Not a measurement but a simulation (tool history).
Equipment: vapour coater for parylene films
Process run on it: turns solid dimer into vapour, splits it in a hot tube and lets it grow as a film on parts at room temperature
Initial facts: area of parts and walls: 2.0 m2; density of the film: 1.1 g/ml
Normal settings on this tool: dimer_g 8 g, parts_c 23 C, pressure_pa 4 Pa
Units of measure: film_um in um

run	day	dimer_g	parts_c	pressure_pa	film_um
1	0	8	23	4	2.41
2	2.025	6	23	4	1.81
3	3.621	6	23	4	1.801
4	4.946	6	23	4	1.809
5	6.9	8	26	4	2.145
6	7.933	8	26	4	2.171
7	9.575	8	23	4	2.355
8	11.008	8	23	4	2.341
9	12.183	8	23	4	2.34
10	13.362	8	23	4	2.337
11	14.596	10	23	4	2.925
12	16.225	10	23	4	2.907
13	18.346	8	23	4	2.326
# day 18.679: trap's valve overhauled
14	19.858	4	23	4	1.251
15	21.921	4	23	4	1.24
16	23.408	4	23	4	1.243
17	25.246	8	23	6.62	2.316
18	26.567	10	23	4	3.078
19	28.304	10	23	4	3.03
# day 29.129: table's thermometer calibrated
20	30.058	10	23	4	3.08
21	32.208	8	32	4	1.849
22	34.05	8	32	4	1.825
23	35.696	8	23	3.07	2.515
24	37.062	8	17	4	2.944
25	38.954	7	18	4.42	2.457
26	40.4	8	33	3.45	1.781
27	41.721	7	24	4.25	2.034
28	43.775	4	20	4.25	1.294
29	45.417	4	20	4.25	1.308
30	46.696	7	23	2.58	2.189
31	47.654	8	24	4	2.282
32	48.583	8	17	4	2.866
33	49.492	10	18	4	3.451
34	50.692	10	18	4	3.441
35	51.771	12	17	5.36	4.122
36	52.679	7	25	5.72	1.858
37	53.762	7	25	5.72	1.845
# day 54.346: trap's valve overhauled
38	55.221	8	24	4	2.43
39	57.079	11	16	8.84	3.95
40	57.979	4	16	5.19	1.511
41	59.671	4	23	2.36	1.307
42	61.567	12	17	3.44	4.565
43	62.771	5	15	4	1.989
44	64.071	7	15	4	2.756
45	65.912	5	20	4	1.686
46	66.833	6	20	4	2.014
47	68.188	10	32	4	2.258

3 options for the next run, each taken on its own from the tool as it stands now. Forecast them:
A	69.696	10	32	4	?
B	69.696	3	23	3.43	?
C	69.696	5	33	8.72	?

run	film_um
A	2.281
B	0.92
C	1.016
With the hidden condition removed and each run's random variation left untouched, the same runs would have given:
run	film_um
A	2.383
B	0.961
C	1.062

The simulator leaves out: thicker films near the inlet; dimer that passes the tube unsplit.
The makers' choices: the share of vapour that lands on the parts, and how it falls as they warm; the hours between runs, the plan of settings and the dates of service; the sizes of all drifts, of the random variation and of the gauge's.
